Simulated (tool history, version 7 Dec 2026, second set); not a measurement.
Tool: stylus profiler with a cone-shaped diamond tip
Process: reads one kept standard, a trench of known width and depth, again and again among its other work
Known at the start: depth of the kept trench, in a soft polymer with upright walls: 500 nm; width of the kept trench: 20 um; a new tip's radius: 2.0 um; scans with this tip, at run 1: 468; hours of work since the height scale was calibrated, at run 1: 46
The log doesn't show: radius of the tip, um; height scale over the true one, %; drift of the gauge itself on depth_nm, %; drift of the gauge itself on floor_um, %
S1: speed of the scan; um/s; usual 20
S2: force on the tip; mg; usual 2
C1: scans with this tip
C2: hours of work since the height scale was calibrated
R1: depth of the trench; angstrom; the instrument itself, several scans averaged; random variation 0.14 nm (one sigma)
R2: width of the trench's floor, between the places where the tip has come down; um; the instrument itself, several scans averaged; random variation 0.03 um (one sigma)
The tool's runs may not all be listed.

run,hour,S1,S2,C1,C2,R1,R2
1,0,20,2,468,46,5056.8,17.31
2,20.7,16,2,594,59,5055.8,17.3
3,34.9,16,2,680,67,5053.5,17.36
4,45.7,16,2,746,74,5054.6,17.3
5,67.5,16,2,878,87,5054.5,17.3
6,78.3,16,2,944,93,5052.9,17.27
7,94.4,7,2,1042,103,5055.2,17.35
8,115.6,7,2,1170,115,5055.9,17.32
9,134.3,7,2,1284,127,5054.8,17.41
10,143.9,7,2,1342,132,5055.4,17.34
11,159.7,7,2,1438,142,5057.3,17.36
12,178.6,7,2,1552,153,5055.2,17.33
13,190.4,20,2,1624,160,5052.5,17.24
14,209.1,20,2,1738,171,5054.5,17.31
15,223.3,20,2,1824,180,5054.6,17.26
16,236.1,20,1.16,1901,188,5039.1,17.22
17,249.5,20,1.16,1983,196,5038.6,17.21
18,270.8,32,2.93,2112,208,5068.4,17.28
19,292.5,32,2.93,2244,221,5069.4,17.2
20,305.9,32,2.93,2325,229,5070.8,17.24
21,317.4,47,4.67,2395,236,5096.3,17.27
22,331.2,47,4.67,2479,245,5095.1,17.26
23,341.6,25,0.89,2542,251,5031.3,17.2
24,351.8,36,2.19,2604,257,5057.6,17.23
25,360.8,17,2,2658,262,5055,17.29
26,378.4,13,2.39,2765,273,5061.1,17.24
27,389.1,5,2,2831,279,5053.6,17.34
28,410,8,5.9,2957,292,5113.6,17.36
29,419.9,41,1.03,3018,298,5036.4,17.13
30,438.9,41,1.03,3133,309,5034.8,17.1
31,457.7,65,1.43,3247,320,5046.3,17.05
32,474.4,65,1.43,3348,330,5042.7,17.07

4 ways to go on from here, each from the tool as it stands after run 32. What would each give?
A,483.9,34,1.36,3406,336,?,?
B,483.9,20,3.36,3406,336,?,?
C,483.9,72,3.88,3406,336,?,?
D,483.9,12,3.44,3406,336,?,?

run,R1,R2
A,5043.6,17.2
B,5077.8,17.3
C,5088.3,17.09
D,5079.3,17.34
Without the tool's hidden state the same runs would have given:
run,R1,R2
A,5043.7,17.2
B,5077.9,17.3
C,5088.4,17.1
D,5079.4,17.34

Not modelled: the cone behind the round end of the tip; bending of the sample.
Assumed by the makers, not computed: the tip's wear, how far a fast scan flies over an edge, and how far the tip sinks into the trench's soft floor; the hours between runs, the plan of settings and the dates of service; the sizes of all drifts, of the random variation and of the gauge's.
